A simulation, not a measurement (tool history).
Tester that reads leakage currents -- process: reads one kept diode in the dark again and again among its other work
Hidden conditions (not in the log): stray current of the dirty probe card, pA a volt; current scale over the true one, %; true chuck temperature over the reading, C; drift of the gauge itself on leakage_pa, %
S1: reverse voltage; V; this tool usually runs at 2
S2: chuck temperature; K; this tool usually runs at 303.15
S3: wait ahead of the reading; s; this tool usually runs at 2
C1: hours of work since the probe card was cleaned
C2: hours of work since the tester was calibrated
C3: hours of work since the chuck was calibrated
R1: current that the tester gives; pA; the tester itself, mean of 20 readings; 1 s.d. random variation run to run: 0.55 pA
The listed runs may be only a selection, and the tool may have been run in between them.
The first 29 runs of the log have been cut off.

run,hour,S1,S2,S3,C1,C2,C3,R1
30,722.5,2,303.15,0.62,200,478,1610,178.54
31,743.6,19.7,305.15,3.05,210,489,1621,642.92
32,766,19.7,305.15,3.05,222,500,1632,641.8
33,798.1,6.59,300.15,1.04,238,517,1648,238.92
34,820.8,12.49,321.15,4.59,250,528,1660,2090.51
35,855.8,12.49,321.15,4.59,268,546,1678,2080.31
36,879.7,12.49,321.15,4.59,280,558,1690,2082.79
37,910.8,3.72,328.15,2.48,296,574,1706,2072.14
38,929.6,3.72,328.15,2.48,305,584,1715,2075.98
39,959.5,3.72,328.15,2.48,320,599,1730,2068.9

Each row is a separate what-if for the run after 39, all from the same tool condition, not one after another. Results?
A,983.9,1.4,303.15,2,333,611,1743,?
B,983.9,10.71,316.15,2,333,611,1743,?
C,983.9,10.36,301.15,2.1,333,611,1743,?

run,R1
A,149.51
B,1265.75
C,325.56
Take away the tool's hidden state, keep each run's random variation, and the runs would have read:
run,R1
A,154.72
B,1306.65
C,332
